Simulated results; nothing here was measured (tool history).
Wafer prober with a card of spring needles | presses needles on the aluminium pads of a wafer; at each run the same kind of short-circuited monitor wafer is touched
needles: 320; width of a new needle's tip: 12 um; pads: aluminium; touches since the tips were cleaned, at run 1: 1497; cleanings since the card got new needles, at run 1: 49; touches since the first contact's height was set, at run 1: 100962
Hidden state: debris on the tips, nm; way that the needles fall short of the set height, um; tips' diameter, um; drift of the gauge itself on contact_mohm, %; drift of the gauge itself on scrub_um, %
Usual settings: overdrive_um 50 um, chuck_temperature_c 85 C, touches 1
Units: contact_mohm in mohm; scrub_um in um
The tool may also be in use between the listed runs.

run	hour	overdrive_um	chuck_temperature_c	touches	touches since the tips were cleaned	cleanings since the card got new needles	touches since the first contact's height was set	contact_mohm	scrub_um
1	0	50	85	1	1497	49	100962	306	10.64
# hour 5.3: tips cleaned on abrasive film
# hour 14.7: tips cleaned on abrasive film
# hour 24: tips cleaned on abrasive film
2	24	50	85	1	22	52	115342	268	10.59
# hour 33.1: tips cleaned on abrasive film
3	38.5	50	85	1	3309	53	124068	334	10.52
# hour 42.2: tips cleaned on abrasive film
# hour 51.3: tips cleaned on abrasive film
# hour 60.1: tips cleaned on abrasive film
4	63.9	50	85	1	2332	56	139280	321	10.22
# hour 69: tips cleaned on abrasive film
# hour 78.2: tips cleaned on abrasive film
5	78.3	50	117	1	64	58	147894	277	10.42
# hour 87.7: tips cleaned on abrasive film
# hour 97.2: tips cleaned on abrasive film
6	102.8	49	85	1	3394	60	162591	337	10.11
# hour 106.7: tips cleaned on abrasive film
# hour 116.4: tips cleaned on abrasive film
# hour 116.7: height of the first contact set anew
# hour 125: tips cleaned on abrasive film
# hour 134.6: tips cleaned on abrasive film
7	136.3	49	85	1	1028	64	11759	308	10.96
# hour 143.1: tips cleaned on abrasive film
# hour 152.4: tips cleaned on abrasive film
# hour 161.9: tips cleaned on abrasive film
8	166.9	50	85	1	3013	67	30144	326	10.97
# hour 170.8: tips cleaned on abrasive film
# hour 180: tips cleaned on abrasive film
# hour 189: tips cleaned on abrasive film
9	189	50	85	1	0	70	43357	272	10.92
# hour 197.7: tips cleaned on abrasive film
10	204.3	50	85	1	3976	71	52549	337	10.8
# hour 206.3: tips cleaned on abrasive film
# hour 215.3: tips cleaned on abrasive film
# hour 223.9: tips cleaned on abrasive film
# hour 232.1: tips cleaned on abrasive film
11	232.1	50	85	1	0	75	69164	267	10.81
# hour 241.2: tips cleaned on abrasive film
# hour 248.9: tips cleaned on abrasive film
12	248.9	50	85	1	0	77	79260	267	10.77
# hour 258.1: tips cleaned on abrasive film
# hour 267.6: tips cleaned on abrasive film
# hour 275.3: tips cleaned on abrasive film
13	276	50	85	1	401	80	95459	290	10.69
# hour 283.7: tips cleaned on abrasive film
# hour 292.5: tips cleaned on abrasive film
# hour 300.7: tips cleaned on abrasive film
14	306	50	85	2	3163	83	113453	309	10.62
# hour 309.6: tips cleaned on abrasive film
# hour 318.9: tips cleaned on abrasive film
# hour 327.2: tips cleaned on abrasive film
15	328.4	50	85	2	695	86	126866	283	10.5
# hour 336: tips cleaned on abrasive film
# hour 345: tips cleaned on abrasive film
# hour 354.2: tips cleaned on abrasive film
16	361.1	46	78	2	4175	89	146503	321	9.55
# hour 363.1: tips cleaned on abrasive film
# hour 372.6: tips cleaned on abrasive film
17	378.6	34	44	2	3622	91	156992	372	6.7
# hour 380.6: tips cleaned on abrasive film
# hour 389.3: tips cleaned on abrasive film
# hour 398.2: tips cleaned on abrasive film
# hour 401.9: height of the first contact set anew
# hour 407.4: tips cleaned on abrasive film
18	411.5	63	85	2	2457	95	5720	286	13.89
# hour 415.3: tips cleaned on abrasive film
# hour 424.6: tips cleaned on abrasive film
19	428.7	50	61	2	2480	97	16022	302	11.07
# hour 432.6: tips cleaned on abrasive film
# hour 440.7: tips cleaned on abrasive film
20	442.3	50	61	2	935	99	24140	280	10.96
# hour 449.7: tips cleaned on abrasive film
# hour 459.3: tips cleaned on abrasive film
21	464	63	48	3	2836	101	37191	273	13.93
# hour 467.9: tips cleaned on abrasive film
# hour 477.5: tips cleaned on abrasive film
# hour 487.2: tips cleaned on abrasive film
22	492.3	50	85	1	3125	104	54179	339	11.01
# hour 495.9: tips cleaned on abrasive film
# hour 505: tips cleaned on abrasive film
# hour 514.1: tips cleaned on abrasive film
23	518.4	70	75	1	2630	107	69813	297	15.34
# hour 522.3: tips cleaned on abrasive film
# hour 531.4: tips cleaned on abrasive film
# hour 540.2: tips cleaned on abrasive film
24	541.3	41	109	1	679	110	83511	324	8.89
# hour 548.5: tips cleaned on abrasive film
# hour 556.7: tips cleaned on abrasive film
# hour 566.4: tips cleaned on abrasive film
25	567.7	41	109	1	799	113	99296	336	8.67
# hour 575.4: tips cleaned on abrasive film
26	582.1	53	96	1	4064	114	107986	346	11.26
# hour 583.7: tips cleaned on abrasive film
# hour 592.2: tips cleaned on abrasive film
27	599.1	53	96	1	4183	116	118149	353	11.17
# hour 600.7: tips cleaned on abrasive film
# hour 610: tips cleaned on abrasive film
28	613.6	50	35	2	2221	118	126824	303	10.5
# hour 618.9: tips cleaned on abrasive film
# hour 627.6: tips cleaned on abrasive film
29	627.6	35	27	1	0	120	135197	264	7.25

Forecast each of these 4 alternatives for the next run:
# hour 636.4: tips cleaned on abrasive film
# hour 645.2: tips cleaned on abrasive film
# hour 654.3: tips cleaned on abrasive film
A	656.1	53	29	2	1098	123	152284	?	?
# hour 636.4: tips cleaned on abrasive film
# hour 645.2: tips cleaned on abrasive film
# hour 654.3: tips cleaned on abrasive film
B	656.1	30	124	2	1098	123	152284	?	?
# hour 636.4: tips cleaned on abrasive film
# hour 645.2: tips cleaned on abrasive film
# hour 654.3: tips cleaned on abrasive film
C	656.1	44	26	1	1098	123	152284	?	?
# hour 636.4: tips cleaned on abrasive film
# hour 645.2: tips cleaned on abrasive film
# hour 654.3: tips cleaned on abrasive film
D	656.1	61	35	2	1098	123	152284	?	?

run	contact_mohm	scrub_um
A	274	11.05
B	348	5.97
C	308	9.09
D	267	12.95
Without the tool's hidden state the same runs would have given:
run	contact_mohm	scrub_um
A	245	11.79
B	275	6.71
C	244	9.83
D	245	13.69

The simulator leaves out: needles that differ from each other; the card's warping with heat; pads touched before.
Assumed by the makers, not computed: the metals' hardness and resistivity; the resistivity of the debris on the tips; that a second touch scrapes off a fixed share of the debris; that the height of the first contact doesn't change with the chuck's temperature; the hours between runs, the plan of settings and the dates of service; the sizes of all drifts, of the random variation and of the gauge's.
